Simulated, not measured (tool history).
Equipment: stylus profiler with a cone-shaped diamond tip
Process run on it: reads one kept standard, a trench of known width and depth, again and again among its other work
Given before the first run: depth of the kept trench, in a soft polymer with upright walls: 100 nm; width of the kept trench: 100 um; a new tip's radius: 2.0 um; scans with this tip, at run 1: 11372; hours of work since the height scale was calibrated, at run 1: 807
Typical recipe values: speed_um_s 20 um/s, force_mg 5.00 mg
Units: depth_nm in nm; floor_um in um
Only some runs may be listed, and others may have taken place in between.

run	day	speed_um_s	force_mg	scans with this tip	hours of work since the height scale was calibrated	depth_nm	floor_um
1	0.000	20	5.00	11372	807	100.90	98.67
2	3.021	39	5.00	11800	837	100.95	98.60
3	6.067	39	5.00	12230	867	100.85	98.62
4	9.096	39	5.00	12659	898	100.91	98.65
5	13.396	39	5.00	13267	941	101.03	98.62
6	18.462	39	5.00	13983	992	100.95	98.58
7	23.396	39	5.00	14681	1041	100.97	98.61
8	26.596	26	5.00	15133	1073	100.99	98.67
9	30.500	21	5.00	15685	1112	100.89	98.70
10	33.617	20	5.00	16126	1144	100.84	98.73
11	37.250	20	5.00	16640	1180	100.96	98.65
12	39.842	20	5.00	17006	1206	101.01	98.69
13	43.512	20	5.00	17525	1243	100.98	98.67
14	48.217	20	5.00	18190	1290	100.95	98.67
15	51.583	20	5.00	18666	1324	100.98	98.69
16	56.733	20	5.00	19395	1376	100.97	98.66
17	61.558	20	1.87	20077	1424	100.48	98.67
18	66.538	20	1.87	20781	1474	100.43	98.65
19	69.112	73	1.87	21145	1500	100.58	98.39
20	71.838	20	8.72	21530	1527	101.36	98.69
# day 72.642: new tip fitted, height scale calibrated
21	75.646	20	8.72	424	30	101.30	98.70
22	79.150	12	8.72	920	65	101.23	98.71
23	81.996	12	8.72	1322	94	101.28	98.73
24	86.871	12	8.72	2011	143	101.39	98.73
25	91.350	12	8.72	2645	188	101.33	98.69
26	96.079	13	2.77	3313	235	100.65	98.69
27	100.554	7	6.38	3946	280	101.15	98.72
28	102.817	17	11.00	4266	303	101.66	98.74
29	105.371	34	1.92	4627	328	100.48	98.55
30	107.658	34	1.92	4951	351	100.47	98.58
31	112.279	6	12.18	5604	397	101.74	98.76
32	116.158	43	3.13	6153	436	100.79	98.55
33	118.958	74	3.13	6549	464	100.63	98.44
34	122.792	17	8.20	7091	503	101.29	98.67
35	125.592	17	8.20	7487	531	101.21	98.67
36	129.325	12	15.00	8015	568	101.94	98.75
37	132.975	23	12.92	8531	605	101.73	98.72
38	137.275	24	4.31	9139	648	100.83	98.69
39	140.746	9	3.29	9629	683	100.68	98.67
40	143.604	9	3.29	10034	712	100.78	98.69
41	145.746	17	12.50	10336	733	101.75	98.71
42	149.196	17	12.50	10824	768	101.81	98.72
43	153.812	7	7.95	11477	814	101.28	98.74
44	157.817	7	7.78	12043	854	101.26	98.71
45	162.479	41	1.79	12702	901	100.41	98.54
46	167.429	41	10.10	13403	951	101.53	98.67
47	170.112	31	2.01	13782	977	100.67	98.59

Consider 3 possible next runs. They are alternatives, not a sequence: every one starts from the tool as it was left by run 47. What does each give?
A	173.296	13	5.96	14232	1009	?	?
B	173.296	73	1.71	14232	1009	?	?
C	173.296	5	1.81	14232	1009	?	?

run	depth_nm	floor_um
A	101.09	98.65
B	100.40	98.34
C	100.60	98.78
Take away the tool's hidden state, keep each run's random variation, and the runs would have read:
run	depth_nm	floor_um
A	101.09	98.66
B	100.39	98.35
C	100.59	98.79

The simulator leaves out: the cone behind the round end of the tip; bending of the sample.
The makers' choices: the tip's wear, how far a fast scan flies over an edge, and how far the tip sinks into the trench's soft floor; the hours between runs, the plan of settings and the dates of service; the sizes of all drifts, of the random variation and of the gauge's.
